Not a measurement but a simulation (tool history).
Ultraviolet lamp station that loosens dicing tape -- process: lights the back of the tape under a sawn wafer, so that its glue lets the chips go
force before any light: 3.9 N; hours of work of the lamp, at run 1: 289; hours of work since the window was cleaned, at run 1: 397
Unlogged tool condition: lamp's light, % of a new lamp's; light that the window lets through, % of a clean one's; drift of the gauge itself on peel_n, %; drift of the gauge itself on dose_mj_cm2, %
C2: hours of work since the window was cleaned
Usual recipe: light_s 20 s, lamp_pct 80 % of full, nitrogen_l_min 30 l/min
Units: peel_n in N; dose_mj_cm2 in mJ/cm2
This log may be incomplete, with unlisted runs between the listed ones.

Run 1, day 0: usual settings; hours of work of the lamp 289; C2 397. Result: peel_n 0.405 N, dose_mj_cm2 247 mJ/cm2.
Run 2, day 0.375: usual settings; hours of work of the lamp 296; C2 404. Result: peel_n 0.402 N, dose_mj_cm2 249 mJ/cm2.
Run 3, day 0.771: usual settings; hours of work of the lamp 303; C2 411. Result: peel_n 0.407 N, dose_mj_cm2 245 mJ/cm2.
Run 4, day 1.3: usual settings; hours of work of the lamp 312; C2 420. Result: peel_n 0.411 N, dose_mj_cm2 244 mJ/cm2.
Run 5, day 1.55: usual settings but nitrogen_l_min 24 l/min; hours of work of the lamp 316; C2 424. Result: peel_n 0.482 N, dose_mj_cm2 247 mJ/cm2.
Run 6, day 1.817: usual settings but nitrogen_l_min 24 l/min; hours of work of the lamp 321; C2 429. Result: peel_n 0.483 N, dose_mj_cm2 242 mJ/cm2.
Run 7, day 2.346: usual settings but nitrogen_l_min 19 l/min; hours of work of the lamp 330; C2 438. Result: peel_n 0.545 N, dose_mj_cm2 242 mJ/cm2.
Run 8, day 2.617: usual settings but nitrogen_l_min 19 l/min; hours of work of the lamp 334; C2 442. Result: peel_n 0.548 N, dose_mj_cm2 244 mJ/cm2.
Run 9, day 2.925: usual settings but nitrogen_l_min 19 l/min; hours of work of the lamp 340; C2 448. Result: peel_n 0.565 N, dose_mj_cm2 239 mJ/cm2.
Run 10, day 3.371: usual settings but lamp_pct 98 % of full; hours of work of the lamp 347; C2 455. Result: peel_n 0.32 N, dose_mj_cm2 292 mJ/cm2.
Run 11, day 3.667: usual settings but lamp_pct 98 % of full, nitrogen_l_min 40 l/min; hours of work of the lamp 352; C2 460. Result: peel_n 0.287 N, dose_mj_cm2 291 mJ/cm2.
Run 12, day 4.067: usual settings but lamp_pct 98 % of full, nitrogen_l_min 40 l/min; hours of work of the lamp 359; C2 467. Result: peel_n 0.288 N, dose_mj_cm2 283 mJ/cm2.
Run 13, day 4.383: usual settings but lamp_pct 65 % of full; hours of work of the lamp 365; C2 473. Result: peel_n 0.599 N, dose_mj_cm2 194 mJ/cm2.
Run 14, day 4.804: usual settings but lamp_pct 65 % of full; hours of work of the lamp 372; C2 480. Result: peel_n 0.633 N, dose_mj_cm2 189 mJ/cm2.
Run 15, day 5.162: usual settings but lamp_pct 65 % of full; hours of work of the lamp 378; C2 486. Result: peel_n 0.624 N, dose_mj_cm2 184 mJ/cm2.
Run 16, day 5.683: usual settings but nitrogen_l_min 37 l/min; hours of work of the lamp 387; C2 495. Result: peel_n 0.402 N, dose_mj_cm2 229 mJ/cm2.
Run 17, day 5.933: usual settings but lamp_pct 70 % of full; hours of work of the lamp 391; C2 500. Result: peel_n 0.562 N, dose_mj_cm2 202 mJ/cm2.
Run 18, day 6.158: usual settings but light_s 24 s; hours of work of the lamp 395; C2 503. Result: peel_n 0.337 N, dose_mj_cm2 269 mJ/cm2.
Run 19, day 6.617: usual settings but lamp_pct 64 % of full; hours of work of the lamp 403; C2 511. Result: peel_n 0.646 N, dose_mj_cm2 182 mJ/cm2.
Run 20, day 6.862: usual settings but lamp_pct 64 % of full; hours of work of the lamp 407; C2 516. Result: peel_n 0.654 N, dose_mj_cm2 179 mJ/cm2.
Run 21, day 7.283: usual settings but lamp_pct 64 % of full; hours of work of the lamp 415; C2 523. Result: peel_n 0.686 N, dose_mj_cm2 181 mJ/cm2.
Run 22, day 7.529: usual settings but light_s 35 s, lamp_pct 77 % of full, nitrogen_l_min 14 l/min; hours of work of the lamp 419; C2 527. Result: peel_n 0.322 N, dose_mj_cm2 375 mJ/cm2.
Run 23, day 7.971: usual settings but light_s 11 s, lamp_pct 84 % of full, nitrogen_l_min 15 l/min; hours of work of the lamp 426; C2 535. Result: peel_n 1.391 N, dose_mj_cm2 130 mJ/cm2.
At day 8.025: window cleaned of glue's vapour.
Run 24, day 8.304: usual settings but light_s 25 s, lamp_pct 68 % of full, nitrogen_l_min 18 l/min; hours of work of the lamp 432; C2 5. Result: peel_n 0.681 N, dose_mj_cm2 218 mJ/cm2.
Run 25, day 8.621: usual settings but light_s 25 s, lamp_pct 61 % of full, nitrogen_l_min 18 l/min; hours of work of the lamp 437; C2 10. Result: peel_n 0.749 N, dose_mj_cm2 194 mJ/cm2.
Run 26, day 9.117: usual settings but light_s 35 s, lamp_pct 79 % of full, nitrogen_l_min 27 l/min; hours of work of the lamp 446; C2 19. Result: peel_n 0.256 N, dose_mj_cm2 353 mJ/cm2.
Run 27, day 9.362: usual settings but light_s 35 s, lamp_pct 79 % of full, nitrogen_l_min 27 l/min; hours of work of the lamp 450; C2 23. Result: peel_n 0.259 N, dose_mj_cm2 354 mJ/cm2.
Run 28, day 9.829: usual settings but light_s 30 s; hours of work of the lamp 458; C2 31. Result: peel_n 0.314 N, dose_mj_cm2 295 mJ/cm2.
At day 10.104: window cleaned of glue's vapour, once more.
Run 29, day 10.125: usual settings but light_s 30 s; hours of work of the lamp 463; C2 0. Result: peel_n 0.244 N, dose_mj_cm2 372 mJ/cm2.
Run 30, day 10.621: usual settings but light_s 12 s, lamp_pct 63 % of full, nitrogen_l_min 10 l/min; hours of work of the lamp 471; C2 9. Result: peel_n 1.79 N, dose_mj_cm2 117 mJ/cm2.
Run 31, day 11.029: usual settings but light_s 12 s, lamp_pct 63 % of full, nitrogen_l_min 10 l/min; hours of work of the lamp 478; C2 16. Result: peel_n 1.727 N, dose_mj_cm2 115 mJ/cm2.
Run 32, day 11.475: usual settings but light_s 12 s, lamp_pct 66 % of full, nitrogen_l_min 10 l/min; hours of work of the lamp 486; C2 24. Result: peel_n 1.729 N, dose_mj_cm2 124 mJ/cm2.
Run 33, day 11.717: usual settings but light_s 15 s, lamp_pct 92 % of full, nitrogen_l_min 55 l/min; hours of work of the lamp 490; C2 28. Result: peel_n 0.399 N, dose_mj_cm2 209 mJ/cm2.
Run 34, day 11.983: usual settings but nitrogen_l_min 49 l/min; hours of work of the lamp 495; C2 32. Result: peel_n 0.336 N, dose_mj_cm2 240 mJ/cm2.
Run 35, day 12.508: usual settings but light_s 18 s, nitrogen_l_min 41 l/min; hours of work of the lamp 504; C2 41. Result: peel_n 0.418 N, dose_mj_cm2 213 mJ/cm2.
Run 36, day 12.871: usual settings but light_s 18 s, nitrogen_l_min 41 l/min; hours of work of the lamp 510; C2 48. Result: peel_n 0.434 N, dose_mj_cm2 211 mJ/cm2.
Run 37, day 13.121: usual settings but lamp_pct 79 % of full, nitrogen_l_min 22 l/min; hours of work of the lamp 515; C2 52. Result: peel_n 0.531 N, dose_mj_cm2 237 mJ/cm2.
Run 38, day 13.575: usual settings but light_s 38 s, lamp_pct 75 % of full, nitrogen_l_min 22 l/min; hours of work of the lamp 522; C2 60. Result: peel_n 0.239 N, dose_mj_cm2 427 mJ/cm2.
Run 39, day 13.846: usual settings but light_s 38 s, lamp_pct 88 % of full, nitrogen_l_min 34 l/min; hours of work of the lamp 527; C2 64. Result: peel_n 0.202 N, dose_mj_cm2 499 mJ/cm2.
Run 40, day 14.15: usual settings but light_s 38 s, lamp_pct 88 % of full, nitrogen_l_min 34 l/min; hours of work of the lamp 532; C2 70. Result: peel_n 0.203 N, dose_mj_cm2 487 mJ/cm2.
Run 41, day 14.538: usual settings but light_s 28 s, lamp_pct 67 % of full, nitrogen_l_min 57 l/min; hours of work of the lamp 539; C2 76. Result: peel_n 0.271 N, dose_mj_cm2 276 mJ/cm2.
Run 42, day 15: usual settings but lamp_pct 75 % of full, nitrogen_l_min 21 l/min; hours of work of the lamp 547; C2 84. Result: peel_n 0.624 N, dose_mj_cm2 217 mJ/cm2.

Branching from run 42: 5 alternative next runs. What would each branch give?
Run A, day 15.421: usual settings but lamp_pct 89 % of full, nitrogen_l_min 38 l/min; hours of work of the lamp 554; C2 92. Result: peel_n ?, dose_mj_cm2 ?.
Run B, day 15.421: usual settings but lamp_pct 98 % of full, nitrogen_l_min 21 l/min; hours of work of the lamp 554; C2 92. Result: peel_n ?, dose_mj_cm2 ?.
Run C, day 15.421: usual settings but light_s 12 s, lamp_pct 99 % of full, nitrogen_l_min 23 l/min; hours of work of the lamp 554; C2 92. Result: peel_n ?, dose_mj_cm2 ?.
Run D, day 15.421: usual settings but light_s 11 s, lamp_pct 87 % of full, nitrogen_l_min 36 l/min; hours of work of the lamp 554; C2 92. Result: peel_n ?, dose_mj_cm2 ?.
Run E, day 15.421: usual settings but light_s 29 s, lamp_pct 75 % of full, nitrogen_l_min 21 l/min; hours of work of the lamp 554; C2 92. Result: peel_n ?, dose_mj_cm2 ?.

run  peel_n  dose_mj_cm2
  A    0.35          257
  B   0.389          280
  C   0.819          172
  D   0.871          139
  E   0.357          313
With no hidden state in the tool, these same runs would have given:
run  peel_n  dose_mj_cm2
  A   0.234          368
  B   0.239          401
  C    0.48          245
  D   0.515          198
  E   0.237          448

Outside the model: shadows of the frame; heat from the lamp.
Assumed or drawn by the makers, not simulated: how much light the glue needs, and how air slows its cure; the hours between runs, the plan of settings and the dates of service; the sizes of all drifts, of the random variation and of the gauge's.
